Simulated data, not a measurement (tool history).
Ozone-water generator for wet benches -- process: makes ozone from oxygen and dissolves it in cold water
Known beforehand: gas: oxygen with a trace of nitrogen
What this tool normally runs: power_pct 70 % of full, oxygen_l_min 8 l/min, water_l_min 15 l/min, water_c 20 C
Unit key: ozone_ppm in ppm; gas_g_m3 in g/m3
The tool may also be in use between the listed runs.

run,hour,power_pct,oxygen_l_min,water_l_min,water_c,ozone_ppm,gas_g_m3
1,0,70,8,15,20,31.7,210.6
2,62,70,8,14,20,33.2,207.2
3,116.2,70,8,14,20,33.2,210.3
4,199.9,70,8,14,20,32.8,208.4
5,288.1,70,8,14,20,32.9,208.9
6,360.7,70,8,14,20,32.7,206.3
7,448.5,70,8,15,20,30.8,208.3
8,498.9,70,8,15,20,30.8,203.6
9,552.7,70,8,15,20,30.8,204.9
10,657.8,70,8,15,20,30.2,203.4
11,710.7,70,8,15,20,30.7,203.5
12,814.6,70,8,15,20,30.5,200.8
13,909.2,70,8,15,20,30.1,200.6
14,966.4,70,8,15,20,30.1,199.2
15,1021,70,8,15,20,29.8,199.3
16,1072.9,70,8,15,20,29.4,199.8
17,1189.6,70,8,15,20,29.2,198.9
18,1280.7,70,8,15,20,29.6,197.6
19,1355.4,70,14.3,11,20,31.3,153.8
20,1466.9,70,14.3,11,13,37.2,150.4
21,1530.2,70,8,19,20,24,197
22,1618.5,70,8,19,20,24,194.5

Run 23 is up next; what results do you expect?
23,1708.4,70,8,19,20,?,?

{"run 23": {"ozone_ppm": 23.7, "gas_g_m3": 193.8}}
The same run, on a tool lacking any hidden state, would have yielded ozone_ppm 29.7 ppm, gas_g_m3 229.7 g/m3.

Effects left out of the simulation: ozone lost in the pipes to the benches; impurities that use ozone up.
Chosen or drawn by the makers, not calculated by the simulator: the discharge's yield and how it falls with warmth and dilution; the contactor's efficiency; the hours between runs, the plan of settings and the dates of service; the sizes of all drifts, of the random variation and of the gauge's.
